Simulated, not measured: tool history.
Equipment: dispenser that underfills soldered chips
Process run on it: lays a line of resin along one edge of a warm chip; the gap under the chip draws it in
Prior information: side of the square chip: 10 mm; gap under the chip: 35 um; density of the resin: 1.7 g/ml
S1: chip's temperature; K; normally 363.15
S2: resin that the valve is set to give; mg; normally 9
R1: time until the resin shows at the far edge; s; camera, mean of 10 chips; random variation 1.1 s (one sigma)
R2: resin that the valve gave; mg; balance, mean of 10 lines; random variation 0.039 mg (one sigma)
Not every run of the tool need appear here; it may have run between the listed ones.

run	hour	S1	S2	R1	R2
1	0	363.15	9	144.5	8.65
# hour 4: new syringe of resin
2	10	363.15	9	138.3	8.47
# hour 15.4: new syringe of resin
3	15.4	355.15	9	141.3	8.49
4	24.9	355.15	9	203.4	8.48
# hour 26.6: new syringe of resin
5	35.1	363.15	9	149.5	8.48
# hour 37.7: new syringe of resin
6	45.1	363.15	9	146.6	8.36
# hour 48.6: new syringe of resin
# hour 54.1: dispensing valve cleaned and set on the balance
7	56.5	363.15	9	140	8.98
# hour 60.6: new syringe of resin
8	68.2	363.15	9	144.6	8.93
# hour 71.7: new syringe of resin
9	75.4	363.15	9	123.6	8.84
10	81.3	363.15	9.41	153.5	9.15
# hour 82.6: new syringe of resin
11	90.3	363.15	9	144.2	8.79
# hour 93.7: new syringe of resin
12	97.7	363.15	11.08	125.7	10.74
# hour 104.5: new syringe of resin
13	106.1	363.15	11.08	112.9	10.61
14	113.6	363.15	11.08	147.4	10.55
# hour 116.2: new syringe of resin
15	122.2	363.15	11.08	136.1	10.49
# hour 127: new syringe of resin
16	130	363.15	11.08	122.2	10.42
# hour 138.2: new syringe of resin
17	138.6	359.15	8.45	130.7	7.95
18	148	351.15	9.88	236.9	9.16

Estimate the outcome of run 19 from the log above:
# hour 149.6: new syringe of resin
19	154.2	375.15	11.37	?	?

For run 19 the tool returned R1 86.3 s, R2 10.52 mg.
Were there no unlogged condition in the tool, this run, its random variation unchanged, would have produced R1 68.9 s, R2 11.41 mg.
